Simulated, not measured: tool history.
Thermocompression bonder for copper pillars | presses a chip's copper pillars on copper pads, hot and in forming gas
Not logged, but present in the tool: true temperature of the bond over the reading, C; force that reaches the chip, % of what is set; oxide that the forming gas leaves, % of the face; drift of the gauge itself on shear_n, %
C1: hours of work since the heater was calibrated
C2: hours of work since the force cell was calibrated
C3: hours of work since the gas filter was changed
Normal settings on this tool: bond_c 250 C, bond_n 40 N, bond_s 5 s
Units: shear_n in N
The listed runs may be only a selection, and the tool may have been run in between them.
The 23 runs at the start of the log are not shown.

{"run": 24, "hour": 409.1, "bond_c": 220, "bond_n": 47, "bond_s": 4, "C1": 334, "C2": 809, "C3": 71, "shear_n": 70.5}
{"run": 25, "hour": 421.4, "bond_c": 220, "bond_n": 47, "bond_s": 4, "C1": 343, "C2": 818, "C3": 79, "shear_n": 68.5}
{"run": 26, "hour": 441.5, "bond_c": 266, "bond_n": 50, "bond_s": 5, "C1": 357, "C2": 832, "C3": 93, "shear_n": 113.0}
{"run": 27, "hour": 456.4, "bond_c": 260, "bond_n": 31, "bond_s": 5, "C1": 367, "C2": 842, "C3": 103, "shear_n": 79.5}
{"run": 28, "hour": 476.6, "bond_c": 250, "bond_n": 46, "bond_s": 5, "C1": 381, "C2": 856, "C3": 117, "shear_n": 96.7}
{"run": 29, "hour": 491.7, "bond_c": 239, "bond_n": 40, "bond_s": 3, "C1": 391, "C2": 867, "C3": 128, "shear_n": 65.7}
{"run": 30, "hour": 505.7, "bond_c": 250, "bond_n": 40, "bond_s": 3, "C1": 401, "C2": 877, "C3": 138, "shear_n": 73.7}
{"run": 31, "hour": 517.6, "bond_c": 250, "bond_n": 40, "bond_s": 3, "C1": 409, "C2": 885, "C3": 146, "shear_n": 73.0}
{"run": 32, "hour": 531.7, "bond_c": 250, "bond_n": 34, "bond_s": 6, "C1": 419, "C2": 895, "C3": 156, "shear_n": 83.2}
{"run": 33, "hour": 546.7, "bond_c": 230, "bond_n": 44, "bond_s": 5, "C1": 430, "C2": 905, "C3": 166, "shear_n": 74.4}
{"run": 34, "hour": 557.6, "bond_c": 261, "bond_n": 34, "bond_s": 10, "C1": 437, "C2": 913, "C3": 174, "shear_n": 99.6}
{"run": 35, "hour": 572.1, "bond_c": 227, "bond_n": 34, "bond_s": 14, "C1": 447, "C2": 923, "C3": 184, "shear_n": 84.0}
{"run": 36, "hour": 588.1, "bond_c": 280, "bond_n": 40, "bond_s": 5, "C1": 458, "C2": 934, "C3": 195, "shear_n": 102.9}
{"hour": 597.2, "done": "forming gas filter changed"}
{"run": 37, "hour": 611.9, "bond_c": 249, "bond_n": 40, "bond_s": 8, "C1": 475, "C2": 950, "C3": 10, "shear_n": 105.0}
{"run": 38, "hour": 630.5, "bond_c": 278, "bond_n": 24, "bond_s": 12, "C1": 488, "C2": 963, "C3": 23, "shear_n": 108.1}
{"run": 39, "hour": 649.5, "bond_c": 278, "bond_n": 24, "bond_s": 12, "C1": 501, "C2": 976, "C3": 36, "shear_n": 107.3}

Each row is a separate what-if for the run after 39, all from the same tool condition, not one after another. Results?
{"run": "A", "hour": 660.0, "bond_c": 264, "bond_n": 24, "bond_s": 3, "C1": 508, "C2": 984, "C3": 44, "shear_n": "?"}
{"run": "B", "hour": 660.0, "bond_c": 250, "bond_n": 58, "bond_s": 13, "C1": 508, "C2": 984, "C3": 44, "shear_n": "?"}
{"run": "C", "hour": 660.0, "bond_c": 265, "bond_n": 40, "bond_s": 4, "C1": 508, "C2": 984, "C3": 44, "shear_n": "?"}
{"run": "D", "hour": 660.0, "bond_c": 230, "bond_n": 34, "bond_s": 12, "C1": 508, "C2": 984, "C3": 44, "shear_n": "?"}

run=A shear_n=60.1
run=B shear_n=133.5
run=C shear_n=92.9
run=D shear_n=87.5
What these runs would have given with no unlogged condition in the tool:
run=A shear_n=66.8
run=B shear_n=140.8
run=C shear_n=101.3
run=D shear_n=96.4
